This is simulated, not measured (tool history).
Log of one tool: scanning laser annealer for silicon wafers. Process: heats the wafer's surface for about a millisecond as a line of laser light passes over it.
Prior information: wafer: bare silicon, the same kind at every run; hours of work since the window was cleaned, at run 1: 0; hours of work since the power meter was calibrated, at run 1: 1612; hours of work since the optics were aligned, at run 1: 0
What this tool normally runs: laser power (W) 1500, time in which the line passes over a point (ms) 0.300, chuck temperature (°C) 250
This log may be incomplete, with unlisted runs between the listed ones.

| run | hour | laser power (W) | time in which the line passes over a point (ms) | chuck temperature (°C) | hours of work since the window was cleaned | hours of work since the power meter was calibrated | hours of work since the optics were aligned | highest temperature of the surface (°C) |
|---|---|---|---|---|---|---|---|---|
| 1 | 0.0 | 1500 | 0.300 | 250 | 0 | 1612 | 0 | 1043 |
| 2 | 57.8 | 1500 | 0.300 | 250 | 40 | 1651 | 40 | 1043 |
| 3 | 116.4 | 1500 | 0.300 | 250 | 80 | 1691 | 80 | 1044 |
| 4 | 166.2 | 1500 | 0.307 | 250 | 114 | 1725 | 114 | 1057 |
| 5 | 205.8 | 1500 | 0.300 | 250 | 141 | 1752 | 141 | 1043 |
| 6 | 255.9 | 1500 | 0.300 | 250 | 175 | 1787 | 175 | 1048 |
| 7 | 307.3 | 1500 | 0.300 | 250 | 210 | 1822 | 210 | 1040 |
| 8 | 363.5 | 1500 | 0.300 | 250 | 248 | 1860 | 248 | 1043 |
| 9 | 393.7 | 1286 | 0.300 | 250 | 269 | 1881 | 269 | 908 |
| 10 | 444.3 | 1555 | 0.300 | 250 | 304 | 1915 | 304 | 1079 |
| 11 | 471.2 | 1555 | 0.300 | 250 | 322 | 1934 | 322 | 1080 |
| 12 | 510.9 | 1555 | 0.300 | 250 | 349 | 1961 | 349 | 1082 |
| 13 | 555.7 | 1555 | 0.300 | 250 | 380 | 1992 | 380 | 1081 |
|  | 567.8 | window over the wafer cleaned |
| 14 | 592.4 | 1555 | 0.244 | 250 | 17 | 2015 | 404 | 991 |
| 15 | 621.4 | 1555 | 0.244 | 250 | 37 | 2035 | 423 | 992 |
| 16 | 659.0 | 1500 | 0.300 | 214 | 62 | 2061 | 449 | 1008 |

Run 17 has not been measured yet. What should we expect?
| 17 | 703.0 | 1500 | 0.300 | 214 | 92 | 2091 | 479 | ? |

Run 17 measured highest temperature of the surface (°C) 1007.
On a tool with no hidden condition, and with the same random variation, this run would have come out at highest temperature of the surface (°C) 1007.
